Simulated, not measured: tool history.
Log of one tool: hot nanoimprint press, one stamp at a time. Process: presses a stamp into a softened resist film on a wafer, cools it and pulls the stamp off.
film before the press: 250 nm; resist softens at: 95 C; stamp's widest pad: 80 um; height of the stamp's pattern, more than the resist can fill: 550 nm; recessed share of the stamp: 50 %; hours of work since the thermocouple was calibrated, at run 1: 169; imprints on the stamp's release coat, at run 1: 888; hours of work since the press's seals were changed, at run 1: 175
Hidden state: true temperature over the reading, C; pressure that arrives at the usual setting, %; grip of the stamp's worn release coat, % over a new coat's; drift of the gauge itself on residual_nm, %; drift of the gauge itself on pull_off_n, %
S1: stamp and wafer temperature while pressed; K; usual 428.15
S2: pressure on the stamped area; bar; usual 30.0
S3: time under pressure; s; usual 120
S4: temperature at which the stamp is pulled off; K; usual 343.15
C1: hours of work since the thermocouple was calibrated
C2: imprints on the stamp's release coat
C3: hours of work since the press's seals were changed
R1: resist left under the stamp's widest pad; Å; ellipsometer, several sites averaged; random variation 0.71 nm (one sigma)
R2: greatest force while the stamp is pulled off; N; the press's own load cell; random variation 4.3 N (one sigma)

run     day      S1    S2   S3      S4   C1    C2   C3    R1   R2
  1   0.000  428.15  30.0  120  343.15  169   888  175   916  210
  2   0.412  428.15  30.0  120  343.15  173   917  179   916  208
  3   0.896  428.15  30.0  120  343.15  178   952  184   915  202
  4   1.379  428.15  30.0  120  343.15  182   986  189   913  207
  5   1.646  428.15  30.0  120  330.15  185  1005  191   915  238
  6   1.850  428.15  30.0  120  330.15  187  1019  193   919  242
  7   2.300  428.15  30.0  120  343.15  192  1051  198   923  204
      2.671  -- stamp cleaned and given a new release coat
  8   2.854  428.15  30.0  120  337.15  195    13  201   919  218
  9   3.312  428.15  30.0  120  337.15  199    46  205   918  220
 10   3.642  428.15  38.0  120  337.15  202    69  209   806  212
 11   4.104  428.15  38.0  120  337.15  207   102  213   801  224
 12   4.550  428.15  30.0  120  343.15  211   134  218   925  210
 13   4.871  428.15  30.0  120  343.15  215   157  221   927  208
 14   5.238  428.15  30.0  120  343.15  218   183  225   918  213
 15   5.483  437.15  30.0  120  343.15  221   200  227   562  208
 16   5.721  437.15  23.8  120  343.15  223   217  229   655  197
 17   6.058  428.15  41.8  120  349.15  226   241  233   755  202
 18   6.388  428.15  41.8  120  349.15  230   264  236   760  196
 19   6.821  439.15  27.8   90  335.15  234   295  240   605  222
 20   7.150  428.15  30.0  121  343.15  237   319  244   916  208
 21   7.442  427.15  43.2  120  351.15  240   339  246   786  195
 22   7.696  427.15  43.2  120  351.15  243   358  249   776  186
 23   8.021  427.15  43.2  120  351.15  246   381  252   789  195
 24   8.412  428.15  38.8  120  343.15  250   408  256   792  210
 25   8.679  428.15  38.8  120  343.15  252   427  259   783  203
 26   9.146  428.15  38.8  120  343.15  257   461  263   792  212
 27   9.633  428.15  38.8  120  343.15  262   495  268   794  209
 28  10.017  428.15  38.8  120  343.15  266   522  272   794  205
 29  10.492  428.15  34.3  120  343.15  270   556  277   849  214
 30  10.862  428.15  20.6  120  343.15  274   583  280  1155  209

Hidden state at the last listed run before each entry between runs and at the first one after, where it differs:
Between runs 7 and 8: stamp cleaned and given a new release coat (day 2.671)
  grip of the stamp's worn release coat, % over a new coat's: 1.6 -> 0

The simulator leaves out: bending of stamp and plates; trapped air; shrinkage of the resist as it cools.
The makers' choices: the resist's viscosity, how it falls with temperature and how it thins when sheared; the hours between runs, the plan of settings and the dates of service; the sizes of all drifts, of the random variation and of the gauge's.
